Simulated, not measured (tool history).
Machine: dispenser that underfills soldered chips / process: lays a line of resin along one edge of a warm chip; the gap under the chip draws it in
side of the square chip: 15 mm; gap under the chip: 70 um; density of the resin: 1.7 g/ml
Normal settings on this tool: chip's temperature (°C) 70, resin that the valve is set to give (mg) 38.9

| run | hour | chip's temperature (°C) | resin that the valve is set to give (mg) | time until the resin shows at the far edge (s) | resin that the valve gave (mg) |
|---|---|---|---|---|---|
| 1 | 0.0 | 70 | 38.9 | 402.4 | 38.84 |
|  | 2.6 | new syringe of resin |
| 2 | 7.4 | 70 | 38.9 | 261.2 | 39.07 |
| 3 | 14.3 | 70 | 38.9 | 420.6 | 38.87 |
|  | 16.0 | new syringe of resin |
| 4 | 21.1 | 70 | 38.9 | 265.2 | 38.70 |
| 5 | 24.5 | 70 | 33.6 | 347.0 | 33.39 |
|  | 29.6 | new syringe of resin |
| 6 | 31.8 | 70 | 34.9 | 225.2 | 34.61 |
| 7 | 37.6 | 78 | 40.5 | 225.1 | 40.08 |
|  | 43.1 | new syringe of resin |
| 8 | 44.7 | 70 | 36.1 | 215.7 | 35.68 |
| 9 | 48.6 | 74 | 40.8 | 228.2 | 40.30 |
| 10 | 52.3 | 79 | 36.4 | 238.1 | 35.85 |

Run 11 has not been measured yet. What should we expect?
|  | 56.6 | new syringe of resin |
| 11 | 58.2 | 62 | 49.4 | ? | ? |

{"run 11": {"time until the resin shows at the far edge (s)": 305.3, "resin that the valve gave (mg)": 48.5}}
Minus the tool's unlogged condition, the same run would have read time until the resin shows at the far edge (s) 281.7, resin that the valve gave (mg) 49.41.
